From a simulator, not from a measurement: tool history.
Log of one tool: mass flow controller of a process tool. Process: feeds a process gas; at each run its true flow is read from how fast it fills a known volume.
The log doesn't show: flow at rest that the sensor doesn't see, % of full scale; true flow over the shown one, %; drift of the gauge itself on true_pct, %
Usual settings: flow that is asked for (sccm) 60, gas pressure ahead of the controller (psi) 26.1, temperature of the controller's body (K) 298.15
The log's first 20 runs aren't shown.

| run | hour | flow that is asked for (sccm) | gas pressure ahead of the controller (psi) | temperature of the controller's body (K) | hours of work since the controller was set to zero | hours of work since the controller was changed | true flow (%) |
|---|---|---|---|---|---|---|---|
| 21 | 1861.0 | 32 | 26.1 | 303.15 | 4188 | 4188 | 92.47 |
| 22 | 1928.5 | 178 | 21.0 | 298.15 | 4233 | 4233 | 97.85 |
| 23 | 1996.2 | 178 | 21.0 | 298.15 | 4278 | 4278 | 97.94 |
| 24 | 2095.6 | 27 | 34.1 | 308.15 | 4343 | 4343 | 91.56 |
| 25 | 2181.7 | 104 | 39.5 | 308.15 | 4400 | 4400 | 97.18 |
| 26 | 2250.9 | 42 | 37.3 | 300.15 | 4446 | 4446 | 93.38 |
| 27 | 2345.9 | 81 | 29.9 | 303.15 | 4509 | 4509 | 95.91 |
| 28 | 2427.2 | 98 | 29.9 | 299.15 | 4562 | 4562 | 96.27 |
| 29 | 2516.3 | 55 | 26.1 | 309.15 | 4621 | 4621 | 94.74 |
| 30 | 2575.0 | 112 | 26.1 | 311.15 | 4660 | 4660 | 97.23 |
| 31 | 2650.9 | 112 | 26.1 | 311.15 | 4710 | 4710 | 97.07 |
| 32 | 2743.8 | 40 | 26.1 | 294.15 | 4771 | 4771 | 92.56 |
| 33 | 2813.1 | 40 | 26.1 | 294.15 | 4817 | 4817 | 92.31 |
| 34 | 2903.8 | 180 | 34.5 | 305.15 | 4877 | 4877 | 98.38 |
| 35 | 2984.0 | 71 | 29.3 | 294.15 | 4930 | 4930 | 94.75 |
| 36 | 3076.5 | 149 | 30.2 | 296.15 | 4991 | 4991 | 97.24 |
| 37 | 3149.5 | 181 | 28.4 | 295.15 | 5039 | 5039 | 97.81 |
| 38 | 3229.2 | 23 | 26.1 | 298.15 | 5092 | 5092 | 88.34 |

3 ways to go on from here, each from the tool as it stands after run 38. What would each give?
| A | 3301.3 | 25 | 24.9 | 297.15 | 5139 | 5139 | ? |
| B | 3301.3 | 23 | 26.1 | 297.15 | 5139 | 5139 | ? |
| C | 3301.3 | 23 | 26.1 | 295.15 | 5139 | 5139 | ? |

| run | true flow (%) |
|---|---|
| A | 89.02 |
| B | 88.24 |
| C | 88.15 |
Without the tool's hidden state the same runs would have given:
| run | true flow (%) |
|---|---|
| A | 97.89 |
| B | 97.81 |
| C | 97.72 |
